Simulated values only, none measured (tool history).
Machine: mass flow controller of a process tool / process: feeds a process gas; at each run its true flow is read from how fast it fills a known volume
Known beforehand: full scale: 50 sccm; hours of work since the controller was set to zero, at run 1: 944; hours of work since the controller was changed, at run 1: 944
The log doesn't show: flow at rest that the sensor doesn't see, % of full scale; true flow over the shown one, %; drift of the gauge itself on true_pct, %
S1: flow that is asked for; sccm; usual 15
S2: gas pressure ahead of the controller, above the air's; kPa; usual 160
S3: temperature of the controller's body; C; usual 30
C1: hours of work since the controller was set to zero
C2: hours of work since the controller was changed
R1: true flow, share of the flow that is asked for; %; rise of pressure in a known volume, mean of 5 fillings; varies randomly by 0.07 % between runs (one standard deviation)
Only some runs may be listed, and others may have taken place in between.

| run | day | S1 | S2 | S3 | C1 | C2 | R1 |
|---|---|---|---|---|---|---|---|
| 1 | 0 | 15 | 160 | 30 | 944 | 944 | 98.02 |
| 2 | 3.088 | 15 | 160 | 30 | 979 | 979 | 98.06 |
| 3 | 6.496 | 17 | 160 | 30 | 1018 | 1018 | 98.19 |
| 4 | 10.088 | 17 | 160 | 30 | 1059 | 1059 | 98.19 |
| 5 | 12.275 | 11 | 160 | 30 | 1084 | 1084 | 97.79 |
| 6 | 14.475 | 11 | 160 | 30 | 1109 | 1109 | 97.78 |
| 7 | 17.312 | 11 | 160 | 30 | 1141 | 1141 | 97.68 |
| 8 | 19.167 | 11 | 160 | 30 | 1163 | 1163 | 97.72 |
| 9 | 21.162 | 11 | 160 | 30 | 1185 | 1185 | 97.69 |
| 10 | 23.167 | 28 | 160 | 30 | 1208 | 1208 | 98.51 |
| 11 | 25.25 | 28 | 160 | 30 | 1232 | 1232 | 98.69 |
| 12 | 28.975 | 28 | 160 | 30 | 1274 | 1274 | 98.48 |
| 13 | 31.738 | 28 | 160 | 30 | 1306 | 1306 | 98.61 |
| 14 | 33.6 | 15 | 223 | 30 | 1327 | 1327 | 98.15 |
| 15 | 36.954 | 15 | 223 | 30 | 1366 | 1366 | 98.28 |
| 16 | 38.8 | 15 | 223 | 30 | 1387 | 1387 | 98.17 |
| 17 | 41.667 | 15 | 162 | 30 | 1419 | 1419 | 97.99 |
| 18 | 43.396 | 15 | 160 | 30 | 1439 | 1439 | 97.97 |
| 19 | 47.158 | 15 | 160 | 30 | 1482 | 1482 | 97.86 |
| 20 | 50.762 | 15 | 160 | 30 | 1523 | 1523 | 97.96 |
| 21 | 53.367 | 15 | 160 | 30 | 1553 | 1553 | 97.82 |
| 22 | 56.921 | 15 | 160 | 30 | 1593 | 1593 | 97.95 |
| 23 | 59.517 | 15 | 160 | 30 | 1623 | 1623 | 97.85 |
| 24 | 63.008 | 15 | 160 | 28 | 1663 | 1663 | 98.18 |
| 25 | 66.012 | 15 | 160 | 28 | 1697 | 1697 | 98.09 |
| 26 | 68.621 | 15 | 160 | 28 | 1727 | 1727 | 98.04 |
| 27 | 70.367 | 31 | 201 | 39 | 1747 | 1747 | 97.94 |
| 28 | 72.825 | 31 | 201 | 39 | 1775 | 1775 | 97.77 |
| 29 | 76.592 | 15 | 228 | 30 | 1818 | 1818 | 98.09 |
| 30 | 78.796 | 12 | 223 | 39 | 1843 | 1843 | 96.71 |
| 31 | 81.679 | 26 | 265 | 25 | 1876 | 1876 | 99.56 |
| 32 | 85.421 | 11 | 276 | 24 | 1919 | 1919 | 98.44 |
| 33 | 87.008 | 43 | 183 | 37 | 1937 | 1937 | 98.4 |
| 34 | 89.721 | 43 | 183 | 37 | 1968 | 1968 | 98.63 |
| 35 | 93.392 | 43 | 183 | 37 | 2010 | 2010 | 98.4 |
| 36 | 96.204 | 8 | 240 | 24 | 2042 | 2042 | 97.75 |
| 37 | 98.542 | 8 | 240 | 24 | 2069 | 2069 | 97.91 |
| 38 | 101.65 | 8 | 264 | 24 | 2104 | 2104 | 97.96 |
| 39 | 105.308 | 15 | 160 | 24 | 2146 | 2146 | 98.62 |
| 40 | 108.229 | 15 | 169 | 22 | 2179 | 2179 | 98.92 |
| 41 | 110.154 | 8 | 279 | 23 | 2201 | 2201 | 98.09 |
| 42 | 113.933 | 8 | 279 | 23 | 2244 | 2244 | 97.93 |
| 43 | 116.075 | 16 | 143 | 27 | 2269 | 2269 | 98.08 |
| 44 | 119.1 | 16 | 143 | 27 | 2303 | 2303 | 98.08 |
| 45 | 122.162 | 15 | 186 | 24 | 2338 | 2338 | 98.61 |
| 46 | 124.075 | 37 | 153 | 30 | 2360 | 2360 | 98.91 |
| 47 | 127.762 | 27 | 259 | 29 | 2402 | 2402 | 99.04 |
| 48 | 130.225 | 27 | 140 | 33 | 2430 | 2430 | 98.02 |
| 49 | 132.329 | 7 | 140 | 20 | 2454 | 2454 | 97.28 |

Some steps in R1, run to run, broken into two amounts with sign: the step expected even without the hidden condition (settings, incoming material, random variation), and the rest, left for the hidden condition together with whatever gauge scatter is not in both the measured and the hidden-condition-free result:
Run 29 -> 30: S1 15 -> 12, S2 228 -> 223, S3 30 -> 39. R1 -1.38 %: hidden state -0.24, all else -1.14.
Run 30 -> 31: S1 12 -> 26, S2 223 -> 265, S3 39 -> 25. R1 +2.85 %: hidden state +0.62, all else +2.23.
Run 31 -> 32: S1 26 -> 11, S2 265 -> 276, S3 25 -> 24. R1 -1.12 %: hidden state -0.75, all else -0.37.
Run 35 -> 36: S1 43 -> 8, S2 183 -> 240, S3 37 -> 24. R1 -0.65 %: hidden state -1.54, all else +0.89.
Run 42 -> 43: S1 8 -> 16, S2 279 -> 143, S3 23 -> 27. R1 +0.15 %: hidden state +1.04, all else -0.89.
Run 48 -> 49: S1 27 -> 7, S3 33 -> 20. R1 -0.74 %: hidden state -1.93, all else +1.19.
